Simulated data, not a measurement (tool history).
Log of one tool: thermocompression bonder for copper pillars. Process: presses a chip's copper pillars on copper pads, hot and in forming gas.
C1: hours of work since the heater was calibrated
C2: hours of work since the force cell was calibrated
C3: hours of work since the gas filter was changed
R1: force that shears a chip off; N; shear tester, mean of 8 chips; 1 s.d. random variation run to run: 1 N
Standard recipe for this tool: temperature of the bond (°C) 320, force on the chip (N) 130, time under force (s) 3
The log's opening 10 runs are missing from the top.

{"run": 11, "hour": 93.3, "temperature of the bond (°C)": 320, "force on the chip (N)": 181, "time under force (s)": 3, "C1": 440, "C2": 396, "C3": 50, "R1": 101.5}
{"run": 12, "hour": 100.1, "temperature of the bond (°C)": 320, "force on the chip (N)": 130, "time under force (s)": 3, "C1": 445, "C2": 401, "C3": 56, "R1": 83.8}
{"run": 13, "hour": 112.1, "temperature of the bond (°C)": 320, "force on the chip (N)": 130, "time under force (s)": 3, "C1": 454, "C2": 410, "C3": 65, "R1": 81.8}
{"run": 14, "hour": 118.8, "temperature of the bond (°C)": 320, "force on the chip (N)": 130, "time under force (s)": 3, "C1": 459, "C2": 416, "C3": 70, "R1": 84.3}
{"run": 15, "hour": 129.0, "temperature of the bond (°C)": 320, "force on the chip (N)": 130, "time under force (s)": 3, "C1": 467, "C2": 424, "C3": 78, "R1": 83.9}
{"run": 16, "hour": 135.3, "temperature of the bond (°C)": 320, "force on the chip (N)": 130, "time under force (s)": 3, "C1": 472, "C2": 428, "C3": 83, "R1": 83.1}
{"run": 17, "hour": 143.7, "temperature of the bond (°C)": 320, "force on the chip (N)": 130, "time under force (s)": 3, "C1": 479, "C2": 435, "C3": 89, "R1": 83.9}
{"run": 18, "hour": 155.7, "temperature of the bond (°C)": 320, "force on the chip (N)": 130, "time under force (s)": 3, "C1": 488, "C2": 444, "C3": 99, "R1": 83.1}
{"run": 19, "hour": 163.8, "temperature of the bond (°C)": 290, "force on the chip (N)": 110, "time under force (s)": 3, "C1": 494, "C2": 451, "C3": 105, "R1": 53.6}
{"run": 20, "hour": 174.6, "temperature of the bond (°C)": 304, "force on the chip (N)": 179, "time under force (s)": 3, "C1": 502, "C2": 459, "C3": 113, "R1": 87.4}
{"run": 21, "hour": 182.7, "temperature of the bond (°C)": 299, "force on the chip (N)": 130, "time under force (s)": 2, "C1": 509, "C2": 465, "C3": 120, "R1": 58.8}
{"hour": 185.8, "done": "forming gas filter changed"}
{"run": 22, "hour": 195.4, "temperature of the bond (°C)": 299, "force on the chip (N)": 130, "time under force (s)": 2, "C1": 518, "C2": 475, "C3": 7, "R1": 63.4}
{"run": 23, "hour": 202.3, "temperature of the bond (°C)": 344, "force on the chip (N)": 174, "time under force (s)": 3, "C1": 524, "C2": 480, "C3": 13, "R1": 110.1}
{"run": 24, "hour": 208.5, "temperature of the bond (°C)": 329, "force on the chip (N)": 84, "time under force (s)": 7, "C1": 528, "C2": 485, "C3": 18, "R1": 85.6}
{"run": 25, "hour": 221.1, "temperature of the bond (°C)": 329, "force on the chip (N)": 84, "time under force (s)": 7, "C1": 538, "C2": 494, "C3": 27, "R1": 86.1}
{"run": 26, "hour": 227.0, "temperature of the bond (°C)": 320, "force on the chip (N)": 133, "time under force (s)": 4, "C1": 543, "C2": 499, "C3": 32, "R1": 94.9}
{"run": 27, "hour": 235.3, "temperature of the bond (°C)": 296, "force on the chip (N)": 128, "time under force (s)": 8, "C1": 549, "C2": 505, "C3": 38, "R1": 88.8}
{"run": 28, "hour": 247.2, "temperature of the bond (°C)": 308, "force on the chip (N)": 178, "time under force (s)": 5, "C1": 558, "C2": 515, "C3": 48, "R1": 101.2}
{"run": 29, "hour": 253.7, "temperature of the bond (°C)": 295, "force on the chip (N)": 94, "time under force (s)": 3, "C1": 563, "C2": 520, "C3": 53, "R1": 51.7}
{"run": 30, "hour": 267.2, "temperature of the bond (°C)": 326, "force on the chip (N)": 155, "time under force (s)": 2, "C1": 574, "C2": 530, "C3": 63, "R1": 87.9}
{"run": 31, "hour": 276.5, "temperature of the bond (°C)": 318, "force on the chip (N)": 152, "time under force (s)": 2, "C1": 581, "C2": 537, "C3": 70, "R1": 79.7}
{"run": 32, "hour": 282.8, "temperature of the bond (°C)": 320, "force on the chip (N)": 139, "time under force (s)": 4, "C1": 586, "C2": 542, "C3": 75, "R1": 91.3}
{"run": 33, "hour": 289.9, "temperature of the bond (°C)": 320, "force on the chip (N)": 146, "time under force (s)": 4, "C1": 591, "C2": 548, "C3": 81, "R1": 92.7}
{"run": 34, "hour": 298.5, "temperature of the bond (°C)": 337, "force on the chip (N)": 130, "time under force (s)": 6, "C1": 598, "C2": 554, "C3": 87, "R1": 100}
{"run": 35, "hour": 306.3, "temperature of the bond (°C)": 319, "force on the chip (N)": 130, "time under force (s)": 6, "C1": 604, "C2": 560, "C3": 93, "R1": 93.7}

Forecast each of these 5 alternatives for the next run:
{"run": "A", "hour": 312.5, "temperature of the bond (°C)": 320, "force on the chip (N)": 193, "time under force (s)": 3, "C1": 609, "C2": 565, "C3": 98, "R1": "?"}
{"run": "B", "hour": 312.5, "temperature of the bond (°C)": 297, "force on the chip (N)": 103, "time under force (s)": 2, "C1": 609, "C2": 565, "C3": 98, "R1": "?"}
{"run": "C", "hour": 312.5, "temperature of the bond (°C)": 324, "force on the chip (N)": 153, "time under force (s)": 2, "C1": 609, "C2": 565, "C3": 98, "R1": "?"}
{"run": "D", "hour": 312.5, "temperature of the bond (°C)": 327, "force on the chip (N)": 102, "time under force (s)": 2, "C1": 609, "C2": 565, "C3": 98, "R1": "?"}
{"run": "E", "hour": 312.5, "temperature of the bond (°C)": 319, "force on the chip (N)": 130, "time under force (s)": 9, "C1": 609, "C2": 565, "C3": 98, "R1": "?"}

run=A R1=97.4
run=B R1=47.3
run=C R1=83.7
run=D R1=65.3
run=E R1=98.7
The same runs, with their run-to-run variation unchanged, on a tool lacking any hidden condition would have given:
run=A R1=103.7
run=B R1=50.4
run=C R1=89.3
run=D R1=69.9
run=E R1=105.1

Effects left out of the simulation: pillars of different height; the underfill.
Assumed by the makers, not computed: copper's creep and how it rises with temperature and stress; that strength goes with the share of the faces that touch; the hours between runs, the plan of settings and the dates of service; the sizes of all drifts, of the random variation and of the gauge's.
